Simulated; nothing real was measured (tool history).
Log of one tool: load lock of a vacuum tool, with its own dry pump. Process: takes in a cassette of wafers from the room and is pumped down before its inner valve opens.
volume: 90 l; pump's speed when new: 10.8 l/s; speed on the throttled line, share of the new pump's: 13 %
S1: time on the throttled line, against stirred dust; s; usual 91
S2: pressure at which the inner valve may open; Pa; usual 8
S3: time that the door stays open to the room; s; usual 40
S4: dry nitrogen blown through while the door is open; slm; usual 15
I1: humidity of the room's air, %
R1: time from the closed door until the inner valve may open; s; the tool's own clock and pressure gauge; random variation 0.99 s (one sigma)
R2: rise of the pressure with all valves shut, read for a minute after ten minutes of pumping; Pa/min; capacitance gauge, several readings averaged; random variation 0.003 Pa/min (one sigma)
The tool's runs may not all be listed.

Run 1, hour 0: usual settings; I1 45.6. Result: R1 160.6 s, R2 0.064 Pa/min.
Run 2, hour 343.5: usual settings; I1 44.8. Result: R1 163.3 s, R2 0.061 Pa/min.
Run 3, hour 601.8: usual settings; I1 45.1. Result: R1 162 s, R2 0.063 Pa/min.
Run 4, hour 974.6: usual settings but S1 64 s; I1 43.3. Result: R1 138.8 s, R2 0.073 Pa/min.
Run 5, hour 1363.8: usual settings but S1 64 s; I1 47.1. Result: R1 140.6 s, R2 0.074 Pa/min.
Run 6, hour 1751.1: usual settings but S1 81 s; I1 42.8. Result: R1 156 s, R2 0.084 Pa/min.
Run 7, hour 2163.2: usual settings but S1 81 s; I1 46.5. Result: R1 154.5 s, R2 0.079 Pa/min.
Run 8, hour 2393.5: usual settings but S4 12 slm; I1 48.5. Result: R1 165.2 s, R2 0.082 Pa/min.
Run 9, hour 2931.8: usual settings but S4 12 slm; I1 42.8. Result: R1 164.3 s, R2 0.095 Pa/min.
Run 10, hour 3287.6: usual settings but S4 12 slm; I1 48. Result: R1 165.8 s, R2 0.108 Pa/min.
Run 11, hour 3552.3: usual settings; I1 40.4. Result: R1 165 s, R2 0.104 Pa/min.
Run 12, hour 4004.5: usual settings; I1 46.9. Result: R1 165.5 s, R2 0.111 Pa/min.
Run 13, hour 4524: usual settings but S4 40 slm; I1 43.9. Result: R1 164.9 s, R2 0.111 Pa/min.
Run 14, hour 4888.8: usual settings but S4 40 slm; I1 40.2. Result: R1 165.3 s, R2 0.116 Pa/min.
Run 15, hour 5356.1: usual settings but S4 40 slm; I1 41.4. Result: R1 166.4 s, R2 0.127 Pa/min.
Run 16, hour 5674: usual settings but S1 53 s, S4 23 slm; I1 46.7. Result: R1 133.2 s, R2 0.133 Pa/min.
Run 17, hour 6151.4: usual settings but S1 53 s, S4 23 slm; I1 45.7. Result: R1 135.6 s, R2 0.14 Pa/min.
Run 18, hour 6574.3: usual settings but S3 152 s, S4 33 slm; I1 44.5. Result: R1 167 s, R2 0.16 Pa/min.
Run 19, hour 6896.9: usual settings but S3 152 s, S4 33 slm; I1 46.1. Result: R1 167.8 s, R2 0.167 Pa/min.
Run 20, hour 7164.5: usual settings but S2 7 Pa, S3 96 s; I1 42.5. Result: R1 169.1 s, R2 0.165 Pa/min.
Run 21, hour 7631.5: usual settings but S2 7 Pa, S3 96 s; I1 43.6. Result: R1 169.3 s, R2 0.185 Pa/min.
Run 22, hour 8087.4: usual settings but S2 7 Pa, S3 158 s; I1 50.3. Result: R1 169.1 s, R2 0.207 Pa/min.
At hour 8580.3: door's seal changed, seat wiped.
Run 23, hour 8598: usual settings but S1 124 s, S3 75 s; I1 44.2. Result: R1 195.4 s, R2 0.034 Pa/min.
Run 24, hour 8819.1: usual settings but S1 124 s, S3 75 s; I1 48.3. Result: R1 195.8 s, R2 0.034 Pa/min.
Run 25, hour 9183.5: usual settings but S1 95 s, S2 7 Pa, S4 7 slm; I1 48.5. Result: R1 172.8 s, R2 0.031 Pa/min.
Run 26, hour 9537.5: usual settings but S1 108 s, S3 93 s; I1 46.2. Result: R1 182.8 s, R2 0.041 Pa/min.
Run 27, hour 9997.9: usual settings but S2 16 Pa, S4 19 slm; I1 45.6. Result: R1 161.6 s, R2 0.029 Pa/min.
Run 28, hour 10357.7: usual settings but S2 16 Pa, S4 19 slm; I1 42.9. Result: R1 161.6 s, R2 0.031 Pa/min.
Run 29, hour 10717.8: usual settings but S1 47 s, S2 12 Pa, S4 19 slm; I1 44.5. Result: R1 129.4 s, R2 0.032 Pa/min.
Run 30, hour 11033.1: usual settings but S1 47 s, S2 12 Pa, S4 19 slm; I1 46.6. Result: R1 128.8 s, R2 0.036 Pa/min.

5 ways to go on from here, each from the tool as it stands after run 30. What would each give?
Run A, hour 11257.4: usual settings but S1 47 s, S2 12 Pa, S3 45 s, S4 19 slm; I1 45.7. Result: R1 ?, R2 ?.
Run B, hour 11257.4: usual settings but S1 47 s, S3 43 s, S4 19 slm; I1 46. Result: R1 ?, R2 ?.
Run C, hour 11257.4: usual settings but S1 47 s, S2 7 Pa, S4 19 slm; I1 45.4. Result: R1 ?, R2 ?.
Run D, hour 11257.4: usual settings but S1 142 s, S2 11 Pa, S4 11 slm; I1 47.1. Result: R1 ?, R2 ?.
Run E, hour 11257.4: usual settings but S1 83 s; I1 45.6. Result: R1 ?, R2 ?.

run     R1     R2
  A  129.4   0.04
  B  134.3  0.039
  C  135.8  0.037
  D  208.2  0.046
  E    163  0.047
Without the tool's hidden state the same runs would have given:
run     R1     R2
  A  116.3  0.025
  B  120.7  0.024
  C  121.8  0.022
  D  197.6  0.031
  E  150.2  0.031

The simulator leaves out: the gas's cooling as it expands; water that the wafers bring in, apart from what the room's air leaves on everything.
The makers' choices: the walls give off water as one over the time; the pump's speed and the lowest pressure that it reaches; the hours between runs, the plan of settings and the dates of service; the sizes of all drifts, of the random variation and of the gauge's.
